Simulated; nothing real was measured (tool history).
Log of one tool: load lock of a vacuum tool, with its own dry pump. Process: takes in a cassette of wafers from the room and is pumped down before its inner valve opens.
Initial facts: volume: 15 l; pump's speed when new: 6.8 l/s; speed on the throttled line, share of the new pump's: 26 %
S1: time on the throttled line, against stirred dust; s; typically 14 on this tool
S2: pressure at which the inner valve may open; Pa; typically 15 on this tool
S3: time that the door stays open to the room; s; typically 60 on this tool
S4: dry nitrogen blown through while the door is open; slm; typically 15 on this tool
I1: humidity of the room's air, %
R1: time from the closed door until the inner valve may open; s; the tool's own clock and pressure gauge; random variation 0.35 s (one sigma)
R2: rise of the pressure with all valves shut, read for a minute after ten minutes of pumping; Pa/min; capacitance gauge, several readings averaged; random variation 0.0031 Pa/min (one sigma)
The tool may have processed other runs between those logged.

{"run": 1, "hour": 0.0, "S1": 14, "S2": 15, "S3": 60, "S4": 15, "I1": 42.9, "R1": 33.8, "R2": 0.211}
{"run": 2, "hour": 288.6, "S1": 14, "S2": 15, "S3": 60, "S4": 15, "I1": 40.6, "R1": 34.1, "R2": 0.209}
{"run": 3, "hour": 489.4, "S1": 14, "S2": 15, "S3": 60, "S4": 15, "I1": 44.8, "R1": 34.1, "R2": 0.227}
{"run": 4, "hour": 773.6, "S1": 14, "S2": 15, "S3": 60, "S4": 15, "I1": 44.1, "R1": 34, "R2": 0.226}
{"run": 5, "hour": 1151.1, "S1": 14, "S2": 15, "S3": 60, "S4": 15, "I1": 48.5, "R1": 34.5, "R2": 0.241}
{"run": 6, "hour": 1517.4, "S1": 14, "S2": 15, "S3": 60, "S4": 15, "I1": 43.6, "R1": 34.7, "R2": 0.254}
{"run": 7, "hour": 1931.8, "S1": 14, "S2": 15, "S3": 60, "S4": 15, "I1": 45.8, "R1": 35, "R2": 0.262}
{"hour": 2330.1, "done": "dry pump taken out, an overhauled one fitted"}
{"run": 8, "hour": 2330.1, "S1": 14, "S2": 15, "S3": 97, "S4": 15, "I1": 48.5, "R1": 29.8, "R2": 0.289}
{"run": 9, "hour": 2606.2, "S1": 14, "S2": 15, "S3": 97, "S4": 15, "I1": 43.4, "R1": 29.9, "R2": 0.291}
{"run": 10, "hour": 2801.1, "S1": 14, "S2": 15, "S3": 97, "S4": 15, "I1": 44.9, "R1": 30.4, "R2": 0.295}
{"run": 11, "hour": 3227.6, "S1": 14, "S2": 15, "S3": 97, "S4": 15, "I1": 46.1, "R1": 30.4, "R2": 0.312}
{"run": 12, "hour": 3638.1, "S1": 14, "S2": 15, "S3": 97, "S4": 15, "I1": 45.7, "R1": 30.7, "R2": 0.308}
{"run": 13, "hour": 3943.1, "S1": 14, "S2": 15, "S3": 97, "S4": 15, "I1": 44.6, "R1": 30.3, "R2": 0.322}
{"hour": 4187.1, "done": "door's seal changed, seat wiped"}
{"run": 14, "hour": 4278.9, "S1": 14, "S2": 15, "S3": 60, "S4": 5, "I1": 42.3, "R1": 30.8, "R2": 0.068}
{"run": 15, "hour": 4597.8, "S1": 14, "S2": 15, "S3": 60, "S4": 5, "I1": 47.1, "R1": 30.4, "R2": 0.07}
{"run": 16, "hour": 4787.3, "S1": 14, "S2": 15, "S3": 60, "S4": 5, "I1": 44.5, "R1": 31, "R2": 0.071}
{"run": 17, "hour": 5126.2, "S1": 14, "S2": 15, "S3": 60, "S4": 5, "I1": 45.4, "R1": 30.5, "R2": 0.076}
{"run": 18, "hour": 5483.9, "S1": 14, "S2": 15, "S3": 60, "S4": 8, "I1": 47.6, "R1": 31.5, "R2": 0.074}
{"run": 19, "hour": 5818.0, "S1": 14, "S2": 15, "S3": 60, "S4": 8, "I1": 43, "R1": 31.6, "R2": 0.066}
{"run": 20, "hour": 6197.9, "S1": 14, "S2": 15, "S3": 60, "S4": 8, "I1": 48.9, "R1": 31.3, "R2": 0.086}
{"run": 21, "hour": 6585.7, "S1": 26, "S2": 15, "S3": 177, "S4": 15, "I1": 45.3, "R1": 40, "R2": 0.099}
{"run": 22, "hour": 6899.4, "S1": 26, "S2": 22, "S3": 177, "S4": 25, "I1": 42.9, "R1": 39.2, "R2": 0.091}
{"run": 23, "hour": 7256.4, "S1": 28, "S2": 26, "S3": 177, "S4": 5, "I1": 42.7, "R1": 41, "R2": 0.13}
{"run": 24, "hour": 7535.4, "S1": 10, "S2": 29, "S3": 98, "S4": 15, "I1": 48.6, "R1": 27.8, "R2": 0.095}
{"run": 25, "hour": 7751.2, "S1": 10, "S2": 29, "S3": 98, "S4": 15, "I1": 43.4, "R1": 27.3, "R2": 0.091}
{"run": 26, "hour": 7953.5, "S1": 14, "S2": 15, "S3": 104, "S4": 11, "I1": 44.1, "R1": 31.6, "R2": 0.101}
{"run": 27, "hour": 8348.2, "S1": 18, "S2": 15, "S3": 60, "S4": 15, "I1": 43.6, "R1": 35, "R2": 0.085}
{"run": 28, "hour": 8726.7, "S1": 18, "S2": 15, "S3": 60, "S4": 15, "I1": 47.1, "R1": 35.2, "R2": 0.094}
{"run": 29, "hour": 9107.1, "S1": 21, "S2": 15, "S3": 60, "S4": 45, "I1": 40.5, "R1": 37.4, "R2": 0.082}
{"run": 30, "hour": 9346.3, "S1": 8, "S2": 10, "S3": 60, "S4": 45, "I1": 45.2, "R1": 29.3, "R2": 0.078}
{"run": 31, "hour": 9713.7, "S1": 8, "S2": 10, "S3": 167, "S4": 45, "I1": 47.5, "R1": 30.6, "R2": 0.106}
{"run": 32, "hour": 9917.4, "S1": 8, "S2": 10, "S3": 167, "S4": 45, "I1": 46.7, "R1": 30.3, "R2": 0.108}
{"run": 33, "hour": 10176.7, "S1": 9, "S2": 12, "S3": 167, "S4": 45, "I1": 44.7, "R1": 30.2, "R2": 0.111}
{"run": 34, "hour": 10620.5, "S1": 14, "S2": 17, "S3": 218, "S4": 15, "I1": 47, "R1": 33.1, "R2": 0.157}
{"run": 35, "hour": 10965.8, "S1": 9, "S2": 15, "S3": 60, "S4": 15, "I1": 44.3, "R1": 30.2, "R2": 0.129}
{"run": 36, "hour": 11292.3, "S1": 8, "S2": 15, "S3": 64, "S4": 15, "I1": 45, "R1": 29.6, "R2": 0.126}

What if the next run were any one of these 3? Each begins from the tool's condition after run 36:
{"run": "A", "hour": 11707.7, "S1": 14, "S2": 21, "S3": 60, "S4": 13, "I1": 44.9, "R1": "?", "R2": "?"}
{"run": "B", "hour": 11707.7, "S1": 14, "S2": 12, "S3": 60, "S4": 15, "I1": 46.1, "R1": "?", "R2": "?"}
{"run": "C", "hour": 11707.7, "S1": 14, "S2": 17, "S3": 60, "S4": 15, "I1": 42.7, "R1": "?", "R2": "?"}

run=A R1=33 R2=0.14
run=B R1=34.5 R2=0.137
run=C R1=34.2 R2=0.132
What these runs would have given with no unlogged condition in the tool:
run=A R1=29 R2=0.06
run=B R1=30.2 R2=0.057
run=C R1=30.1 R2=0.052

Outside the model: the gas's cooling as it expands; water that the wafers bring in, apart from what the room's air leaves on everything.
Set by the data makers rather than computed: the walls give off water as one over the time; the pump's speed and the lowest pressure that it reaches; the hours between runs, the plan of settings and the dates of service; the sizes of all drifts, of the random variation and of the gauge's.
